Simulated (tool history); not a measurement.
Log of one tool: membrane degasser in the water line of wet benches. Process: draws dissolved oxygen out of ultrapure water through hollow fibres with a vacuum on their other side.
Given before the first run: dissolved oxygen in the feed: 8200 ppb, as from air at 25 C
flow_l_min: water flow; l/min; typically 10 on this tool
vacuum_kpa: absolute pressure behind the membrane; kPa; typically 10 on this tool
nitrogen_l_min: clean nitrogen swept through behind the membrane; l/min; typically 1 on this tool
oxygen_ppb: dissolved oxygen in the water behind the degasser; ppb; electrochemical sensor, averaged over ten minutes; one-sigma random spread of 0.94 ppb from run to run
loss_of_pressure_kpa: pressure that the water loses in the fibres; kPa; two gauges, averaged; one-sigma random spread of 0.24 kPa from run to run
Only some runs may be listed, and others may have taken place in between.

run,hour,flow_l_min,vacuum_kpa,nitrogen_l_min,oxygen_ppb,loss_of_pressure_kpa
1,0,10,10,1,171.3,61.68
2,292.1,10,10,1,172.6,61.39
3,555.4,10,10,0.44,346.7,61.65
4,773.8,10,10,1,175.3,62.12
5,981.8,7,10,1,120.7,43.31
6,1305.1,7,10,1,121.8,44.11
7,1457.1,7,10,1,122.2,43.83
# hour 1552: vacuum gauge calibrated
8,1674.4,10,10,1,171.6,62.57
9,1933.4,10,10,1,170.5,62.82
10,2221.6,10,10,1,170.7,62.41
11,2518.7,10,10,1,170.7,62.8
12,2785.2,10,10,1,173.6,62.78
13,2991.8,9,8.7,0.91,137,56.64
14,3199.2,7,9.9,2.61,48.7,44.07
15,3474.5,10,9,1.36,114.3,62.92
16,3608,10,9,1.36,116.7,63.14
17,3779.6,6,7.3,0.42,145.3,37.73
18,4042.4,6,7.3,0.42,145.6,37.83
19,4279.4,11,8.6,1.91,94.3,69.44
20,4536,11,8.6,1.91,93,69.86
21,4725.9,12,10,1.15,194.7,76.38
22,4993.8,8,10,1.9,77.9,50.79

Each row is a separate what-if for the run after 22, all from the same tool condition, not one after another. Results?
A,5309,8,10,1.25,?,?
B,5309,15,10.1,2.14,?,?
C,5309,10,10,2.21,?,?
D,5309,14,10,1.35,?,?
E,5309,7,7.1,1.9,?,?

run,oxygen_ppb,loss_of_pressure_kpa
A,116.5,50.71
B,176.5,95.81
C,90.1,63.71
D,213.7,89.25
E,40.5,44.44
Without the tool's hidden state the same runs would have given:
run,oxygen_ppb,loss_of_pressure_kpa
A,106.4,48.72
B,160,92.07
C,82,61.22
D,197,85.76
E,35.8,42.7
